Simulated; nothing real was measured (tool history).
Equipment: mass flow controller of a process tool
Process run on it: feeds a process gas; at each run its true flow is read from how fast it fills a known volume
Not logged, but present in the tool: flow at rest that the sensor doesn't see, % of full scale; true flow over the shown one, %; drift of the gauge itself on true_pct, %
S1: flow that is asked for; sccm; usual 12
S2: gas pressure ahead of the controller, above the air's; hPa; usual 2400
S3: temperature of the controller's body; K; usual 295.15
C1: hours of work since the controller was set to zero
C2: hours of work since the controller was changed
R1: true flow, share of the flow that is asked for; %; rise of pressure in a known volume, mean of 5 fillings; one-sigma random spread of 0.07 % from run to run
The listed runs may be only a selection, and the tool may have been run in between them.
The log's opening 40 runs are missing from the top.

run 41 day=295.546 | S1=12 S2=2400 S3=306.15 | C1=3294 C2=3294 | R1=98.13
run 42 day=303.338 | S1=12 S2=2180 S3=306.15 | C1=3433 C2=3433 | R1=98.02
run 43 day=313.129 | S1=12 S2=2180 S3=306.15 | C1=3609 C2=3609 | R1=98.18
run 44 day=319.221 | S1=12 S2=2180 S3=306.15 | C1=3718 C2=3718 | R1=98.08
run 45 day=327.15 | S1=4 S2=2400 S3=310.15 | C1=3860 C2=3860 | R1=96.51
run 46 day=334.962 | S1=4 S2=2400 S3=310.15 | C1=4000 C2=4000 | R1=96.39
run 47 day=343.6 | S1=3 S2=2400 S3=293.15 | C1=4155 C2=4155 | R1=97.8
run 48 day=347.771 | S1=12 S2=2610 S3=296.15 | C1=4230 C2=4230 | R1=98.74

4 options for the next run, each taken on its own from the tool as it stands now. Forecast them:
run A day=356.842 | S1=12 S2=1800 S3=300.15 | C1=4392 C2=4392 | R1=?
run B day=356.842 | S1=12 S2=2250 S3=302.15 | C1=4392 C2=4392 | R1=?
run C day=356.842 | S1=5 S2=2140 S3=295.15 | C1=4392 C2=4392 | R1=?
run D day=356.842 | S1=12 S2=2420 S3=308.15 | C1=4392 C2=4392 | R1=?

run=A R1=98.6
run=B R1=98.4
run=C R1=97.92
run=D R1=97.91
Had the tool no hidden state, the same runs would have come out as:
run=A R1=98.56
run=B R1=98.36
run=C R1=97.9
run=D R1=97.87

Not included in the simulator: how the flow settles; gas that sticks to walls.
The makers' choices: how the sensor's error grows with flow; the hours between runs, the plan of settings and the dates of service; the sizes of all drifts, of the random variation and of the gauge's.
